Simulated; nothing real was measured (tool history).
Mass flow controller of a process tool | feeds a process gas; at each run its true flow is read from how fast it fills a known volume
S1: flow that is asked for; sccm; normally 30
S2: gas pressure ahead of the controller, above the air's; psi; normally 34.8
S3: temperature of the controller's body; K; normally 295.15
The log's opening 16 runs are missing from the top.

{"run": 17, "hour": 3097.2, "S1": 31, "S2": 31.8, "S3": 295.15, "true flow (%)": 96.36}
{"run": 18, "hour": 3249.9, "S1": 31, "S2": 31.8, "S3": 295.15, "true flow (%)": 96.26}
{"hour": 3400.0, "done": "gauge calibrated"}
{"run": 19, "hour": 3536.4, "S1": 31, "S2": 31.8, "S3": 295.15, "true flow (%)": 98.47}
{"run": 20, "hour": 3792.7, "S1": 18, "S2": 34.8, "S3": 295.15, "true flow (%)": 98.16}
{"run": 21, "hour": 3946.1, "S1": 18, "S2": 34.8, "S3": 295.15, "true flow (%)": 98.01}
{"run": 22, "hour": 4090.8, "S1": 31, "S2": 34.8, "S3": 295.15, "true flow (%)": 98.1}
{"run": 23, "hour": 4259.2, "S1": 30, "S2": 34.8, "S3": 306.15, "true flow (%)": 98.8}
{"run": 24, "hour": 4383.7, "S1": 28, "S2": 32.8, "S3": 295.15, "true flow (%)": 97.83}
{"hour": 4543.8, "done": "controller exchanged for a calibrated one"}
{"run": 25, "hour": 4643.0, "S1": 28, "S2": 29.2, "S3": 295.15, "true flow (%)": 97.73}
{"run": 26, "hour": 4863.3, "S1": 90, "S2": 25.4, "S3": 294.15, "true flow (%)": 98.74}
{"run": 27, "hour": 5044.8, "S1": 90, "S2": 25.4, "S3": 294.15, "true flow (%)": 98.38}

What will run 28 give?
{"run": 28, "hour": 5259.6, "S1": 93, "S2": 36.3, "S3": 309.15, "true flow (%)": "?"}

true flow (%): 99.02
Were there no unlogged condition in the tool, this run, its random variation unchanged, would have produced true flow (%) 100.45.

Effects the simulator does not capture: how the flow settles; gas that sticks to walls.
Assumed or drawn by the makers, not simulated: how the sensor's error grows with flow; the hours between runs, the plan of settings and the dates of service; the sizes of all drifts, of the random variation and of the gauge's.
